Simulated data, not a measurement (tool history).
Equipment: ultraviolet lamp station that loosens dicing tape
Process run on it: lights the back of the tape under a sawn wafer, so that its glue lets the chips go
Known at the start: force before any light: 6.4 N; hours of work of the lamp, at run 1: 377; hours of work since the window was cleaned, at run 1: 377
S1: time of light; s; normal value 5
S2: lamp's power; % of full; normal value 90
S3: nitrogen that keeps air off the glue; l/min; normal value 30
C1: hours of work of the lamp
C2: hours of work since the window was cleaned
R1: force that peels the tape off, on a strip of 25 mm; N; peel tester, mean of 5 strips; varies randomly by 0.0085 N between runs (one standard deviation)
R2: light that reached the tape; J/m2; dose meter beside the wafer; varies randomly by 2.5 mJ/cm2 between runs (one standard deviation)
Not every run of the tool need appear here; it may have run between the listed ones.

run,day,S1,S2,S3,C1,C2,R1,R2
1,0.000,5,90,30,377,377,0.355,3060
2,1.688,5,90,30,405,405,0.334,3050
3,3.142,5,90,30,430,430,0.349,3060
4,4.358,5,90,30,451,451,0.345,3080
# day 6.325: window cleaned of glue's vapour
5,6.325,5,90,30,484,0,0.334,3050
6,8.346,5,90,30,519,34,0.369,3090
7,10.808,9,96,22,561,77,0.208,5850
8,13.754,5,86,16,611,127,0.598,2950
9,15.683,8,92,17,644,160,0.259,5050
10,18.096,8,92,10,685,201,0.332,5020
11,19.646,3,88,11,712,228,1.685,1820

4 ways to go on from here, each from the tool as it stands after run 11. What would each give?
A,22.062,2,76,43,753,269,?,?
B,22.062,7,99,26,753,269,?,?
C,22.062,3,88,29,753,269,?,?
D,22.062,5,78,30,753,269,?,?

run,R1,R2
A,1.554,1040
B,0.232,4740
C,0.873,1790
D,0.437,2660
Without the tool's unlogged condition, the same runs would have read:
run,R1,R2
A,1.549,1040
B,0.232,4750
C,0.869,1800
D,0.435,2670

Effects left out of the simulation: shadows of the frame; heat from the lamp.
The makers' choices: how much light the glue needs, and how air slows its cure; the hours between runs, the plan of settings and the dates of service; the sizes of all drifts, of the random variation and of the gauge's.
